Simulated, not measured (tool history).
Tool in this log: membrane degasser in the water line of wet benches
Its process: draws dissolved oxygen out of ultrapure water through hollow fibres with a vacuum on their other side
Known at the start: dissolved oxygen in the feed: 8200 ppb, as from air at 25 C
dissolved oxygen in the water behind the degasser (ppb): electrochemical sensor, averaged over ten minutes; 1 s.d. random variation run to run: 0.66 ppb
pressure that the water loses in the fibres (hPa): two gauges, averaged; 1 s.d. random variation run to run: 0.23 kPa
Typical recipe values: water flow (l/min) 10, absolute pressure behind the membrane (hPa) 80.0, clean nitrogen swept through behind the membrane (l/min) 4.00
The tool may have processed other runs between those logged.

| run | day | water flow (l/min) | absolute pressure behind the membrane (hPa) | clean nitrogen swept through behind the membrane (l/min) | dissolved oxygen in the water behind the degasser (ppb) | pressure that the water loses in the fibres (hPa) |
|---|---|---|---|---|---|---|
| 1 | 0.000 | 10 | 80.0 | 4.00 | 61.9 | 600.8 |
| 2 | 4.588 | 10 | 80.0 | 4.00 | 62.5 | 607.0 |
| 3 | 8.679 | 10 | 80.0 | 4.00 | 61.9 | 607.3 |
| 4 | 16.771 | 10 | 80.0 | 4.00 | 62.4 | 607.7 |
| 5 | 24.892 | 11 | 80.0 | 4.00 | 73.5 | 666.5 |
| 6 | 30.792 | 11 | 80.0 | 4.00 | 74.5 | 668.5 |
| 7 | 39.492 | 11 | 80.0 | 6.11 | 63.9 | 670.4 |
| 8 | 46.225 | 12 | 56.2 | 5.54 | 64.0 | 729.5 |
| 9 | 54.904 | 9 | 80.0 | 3.00 | 62.7 | 547.1 |
| 10 | 62.742 | 9 | 118.0 | 8.08 | 49.3 | 553.0 |
| 11 | 69.654 | 9 | 118.0 | 8.08 | 50.5 | 548.7 |
| 12 | 78.625 | 9 | 118.0 | 8.08 | 50.2 | 549.1 |
| 13 | 84.962 | 7 | 63.6 | 8.51 | 19.1 | 428.9 |
| 14 | 90.446 | 7 | 63.6 | 8.51 | 19.8 | 425.9 |

What if the next run were any one of these 3? Each begins from the tool's condition after run 14:
| A | 95.788 | 9 | 114.3 | 1.78 | ? | ? |
| B | 95.788 | 15 | 162.4 | 5.20 | ? | ? |
| C | 95.788 | 8 | 63.6 | 8.51 | ? | ? |

| run | dissolved oxygen in the water behind the degasser (ppb) | pressure that the water loses in the fibres (hPa) |
|---|---|---|
| A | 129.1 | 551.8 |
| B | 182.5 | 918.1 |
| C | 25.8 | 485.9 |
Had the tool no hidden state, the same runs would have come out as:
| run | dissolved oxygen in the water behind the degasser (ppb) | pressure that the water loses in the fibres (hPa) |
|---|---|---|
| A | 122.4 | 537.7 |
| B | 170.9 | 894.5 |
| C | 22.7 | 473.3 |

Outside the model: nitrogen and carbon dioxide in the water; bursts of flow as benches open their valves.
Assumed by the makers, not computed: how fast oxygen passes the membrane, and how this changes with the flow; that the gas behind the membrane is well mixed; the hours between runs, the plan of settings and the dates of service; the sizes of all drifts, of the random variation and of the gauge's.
